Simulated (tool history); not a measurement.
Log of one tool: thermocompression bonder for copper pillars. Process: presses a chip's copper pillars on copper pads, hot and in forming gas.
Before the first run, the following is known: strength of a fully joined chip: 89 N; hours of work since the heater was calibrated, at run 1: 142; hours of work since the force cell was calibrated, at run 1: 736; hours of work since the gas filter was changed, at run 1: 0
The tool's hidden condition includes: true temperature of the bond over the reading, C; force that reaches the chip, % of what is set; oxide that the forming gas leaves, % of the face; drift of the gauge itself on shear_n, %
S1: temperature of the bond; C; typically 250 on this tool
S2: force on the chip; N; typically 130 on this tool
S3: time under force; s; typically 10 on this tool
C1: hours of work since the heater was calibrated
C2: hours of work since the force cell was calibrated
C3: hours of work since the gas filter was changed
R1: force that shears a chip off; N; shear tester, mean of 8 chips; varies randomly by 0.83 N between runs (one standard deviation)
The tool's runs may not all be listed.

run   hour   S1   S2  S3   C1    C2   C3    R1
  1      0  250  130  10  142   736    0  64.7
  2   72.7  250  140  10  172   766   30  66.7
  3  110.7  250  140  10  188   782   46  65.1
  4  143.8  250  140  10  201   796   59  64.7
  5  209.1  250  140  10  228   823   86  65.7
  6  274.1  250  111  10  255   850  113  57.4
  7  311.1  235  130  10  270   865  129  52.8
  8  363.4  250  130  10  292   887  150  60.8
  9  423.3  250  130  10  317   911  175    60
     471.8  -- forming gas filter changed
 10  484.4  250  130  10  342   936    5  63.4
 11  526.8  222  107   9  359   954   23  36.8
 12  579.4  269   98   7  381   976   44  58.1
 13  628.6  260   79  10  402   996   65  49.3
 14  664.8  245  130  10  416  1011   80  58.4
 15  703.5  272   84  11  432  1027   96  59.4
 16  771.7  228  130   5  461  1055  124  35.9
 17    802  225  136  24  473  1068  137  59.8
 18  837.6  252  130  10  488  1082  151  61.1
 19  879.9  252  130  10  505  1100  169  59.8

Table of differences, measured result less the result of that run with no hidden state. Run-to-run variation is the same in both. Gauge scatter possibly is not:
run    R1
  1  -1.6
  2  -2.3
  3  -2.7
  4    -3
  5  -3.7
  6  -4.2
  7  -4.8
  8  -5.1
  9  -5.7
 10  -3.6
 11  -3.8
 12  -4.4
 13  -4.9
 14  -5.4
 15  -5.3
 16  -5.6
 17  -7.1
 18  -6.9
 19  -7.3

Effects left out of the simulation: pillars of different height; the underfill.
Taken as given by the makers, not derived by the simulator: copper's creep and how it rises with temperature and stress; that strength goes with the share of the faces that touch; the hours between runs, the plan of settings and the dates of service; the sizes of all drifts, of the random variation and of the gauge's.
